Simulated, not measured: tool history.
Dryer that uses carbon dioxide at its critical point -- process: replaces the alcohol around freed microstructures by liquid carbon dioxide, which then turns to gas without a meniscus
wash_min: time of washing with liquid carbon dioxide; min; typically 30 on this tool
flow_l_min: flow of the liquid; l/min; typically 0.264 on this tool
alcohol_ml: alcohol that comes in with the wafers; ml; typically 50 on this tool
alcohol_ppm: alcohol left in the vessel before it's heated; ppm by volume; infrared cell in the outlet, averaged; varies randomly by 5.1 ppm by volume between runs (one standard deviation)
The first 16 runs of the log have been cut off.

| run | day | wash_min | flow_l_min | alcohol_ml | hours of work since the filter was changed | hours of work since the purifier's bed was changed | alcohol_ppm |
|---|---|---|---|---|---|---|---|
| 17 | 17.288 | 30 | 0.264 | 104 | 65 | 1044 | 334 |
| 18 | 18.475 | 32 | 0.264 | 104 | 87 | 1065 | 288 |
| 19 | 19.675 | 30 | 0.264 | 50 | 109 | 1087 | 262 |
| 20 | 20.942 | 30 | 0.264 | 50 | 132 | 1111 | 270 |
| 21 | 22.017 | 30 | 0.313 | 50 | 152 | 1130 | 214 |
| 22 | 23.346 | 30 | 0.265 | 50 | 176 | 1155 | 275 |
| 23 | 24.346 | 30 | 0.265 | 50 | 194 | 1173 | 280 |
| 24 | 25.892 | 30 | 0.265 | 50 | 223 | 1201 | 298 |
| 25 | 26.646 | 22 | 0.168 | 25 | 237 | 1215 | 1729 |
| 26 | 28.025 | 22 | 0.168 | 25 | 262 | 1240 | 1702 |
| 27 | 28.679 | 44 | 0.387 | 50 | 274 | 1252 | 187 |
| 28 | 29.946 | 44 | 0.387 | 50 | 297 | 1276 | 203 |
| 29 | 31.317 | 22 | 0.172 | 24 | 322 | 1301 | 1606 |
| 30 | 32.158 | 40 | 0.369 | 24 | 337 | 1316 | 204 |

What will run 31 give?
| 31 | 33.088 | 27 | 0.264 | 25 | 354 | 1333 | ? |

alcohol_ppm: 311 ppm by volume
On a tool with no hidden condition, and with the same random variation, this run would have come out at alcohol_ppm 71 ppm by volume.
